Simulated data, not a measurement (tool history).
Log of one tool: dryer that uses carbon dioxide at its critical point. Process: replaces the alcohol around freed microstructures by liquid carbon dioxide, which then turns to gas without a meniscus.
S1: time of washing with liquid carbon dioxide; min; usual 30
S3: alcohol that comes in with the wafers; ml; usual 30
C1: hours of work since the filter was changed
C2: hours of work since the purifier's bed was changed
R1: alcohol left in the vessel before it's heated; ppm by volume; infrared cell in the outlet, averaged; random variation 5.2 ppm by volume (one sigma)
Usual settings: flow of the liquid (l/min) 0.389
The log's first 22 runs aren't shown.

Run 23, hour 1180.2: usual settings but S1 18 min, flow of the liquid (l/min) 0.335, S3 94 ml; C1 283; C2 1096. Result: R1 4944 ppm by volume.
Run 24, hour 1219.0: usual settings but flow of the liquid (l/min) 0.335, S3 94 ml; C1 307; C2 1119. Result: R1 1269 ppm by volume.
Run 25, hour 1250.2: usual settings but S1 37 min, flow of the liquid (l/min) 0.316, S3 22 ml; C1 326; C2 1139. Result: R1 318 ppm by volume.
At hour 1288.5: inlet filter changed.
Run 26, hour 1303.0: usual settings but S1 37 min, flow of the liquid (l/min) 0.316, S3 22 ml; C1 9; C2 1170. Result: R1 247 ppm by volume.
Run 27, hour 1339.1: usual settings but S1 37 min, flow of the liquid (l/min) 0.316, S3 22 ml; C1 31; C2 1192. Result: R1 239 ppm by volume.
Run 28, hour 1390.5: usual settings but S1 29 min, flow of the liquid (l/min) 0.315, S3 22 ml; C1 63; C2 1224. Result: R1 406 ppm by volume.
Run 29, hour 1438.6: usual settings but S1 29 min, flow of the liquid (l/min) 0.315, S3 22 ml; C1 92; C2 1253. Result: R1 421 ppm by volume.
Run 30, hour 1510.9: usual settings but S1 35 min, flow of the liquid (l/min) 0.343; C1 136; C2 1298. Result: R1 313 ppm by volume.
Run 31, hour 1552.4: usual settings but S1 26 min, flow of the liquid (l/min) 0.383; C1 162; C2 1323. Result: R1 469 ppm by volume.
Run 32, hour 1582.1: usual settings but S1 45 min, flow of the liquid (l/min) 0.454, S3 93 ml; C1 180; C2 1341. Result: R1 219 ppm by volume.
At hour 1604.6: purifier's bed changed.
Run 33, hour 1620.5: usual settings but S1 22 min, flow of the liquid (l/min) 0.354; C1 202; C2 10. Result: R1 699 ppm by volume.
Run 34, hour 1659.3: usual settings but S1 27 min, flow of the liquid (l/min) 0.278; C1 225; C2 33. Result: R1 786 ppm by volume.
Run 35, hour 1712.7: usual settings but S1 20 min, flow of the liquid (l/min) 0.278; C1 258; C2 66. Result: R1 1793 ppm by volume.
Run 36, hour 1771.4: usual settings but S1 37 min, flow of the liquid (l/min) 0.428; C1 294; C2 102. Result: R1 65 ppm by volume.
Run 37, hour 1827.8: usual settings but S1 28 min, flow of the liquid (l/min) 0.428; C1 329; C2 137. Result: R1 226 ppm by volume.
At hour 1862.8: inlet filter changed.
Run 38, hour 1892.4: usual settings but S1 25 min, flow of the liquid (l/min) 0.234; C1 18; C2 176. Result: R1 1171 ppm by volume.
Run 39, hour 1938.0: usual settings but S1 25 min, flow of the liquid (l/min) 0.500, S3 39 ml; C1 46; C2 204. Result: R1 144 ppm by volume.
Run 40, hour 1972.5: usual settings but S1 25 min, flow of the liquid (l/min) 0.500, S3 39 ml; C1 67; C2 225. Result: R1 147 ppm by volume.
Run 41, hour 2041.5: usual settings but S1 28 min, S3 45 ml; C1 110; C2 267. Result: R1 300 ppm by volume.

Forecast each of these 4 alternatives for the next run:
Run A, hour 2104.2: usual settings but S1 48 min, flow of the liquid (l/min) 0.276; C1 148; C2 306. Result: R1 ?.
Run B, hour 2104.2: usual settings but S1 34 min, S3 38 ml; C1 148; C2 306. Result: R1 ?.
Run C, hour 2104.2: usual settings but S1 23 min, S3 45 ml; C1 148; C2 306. Result: R1 ?.
Run D, hour 2104.2: usual settings but S1 40 min, flow of the liquid (l/min) 0.424, S3 82 ml; C1 148; C2 306. Result: R1 ?.

run   R1
  A  125
  B  144
  C  673
  D   97
Without the tool's hidden state the same runs would have given:
run   R1
  A   53
  B   66
  C  461
  D   34
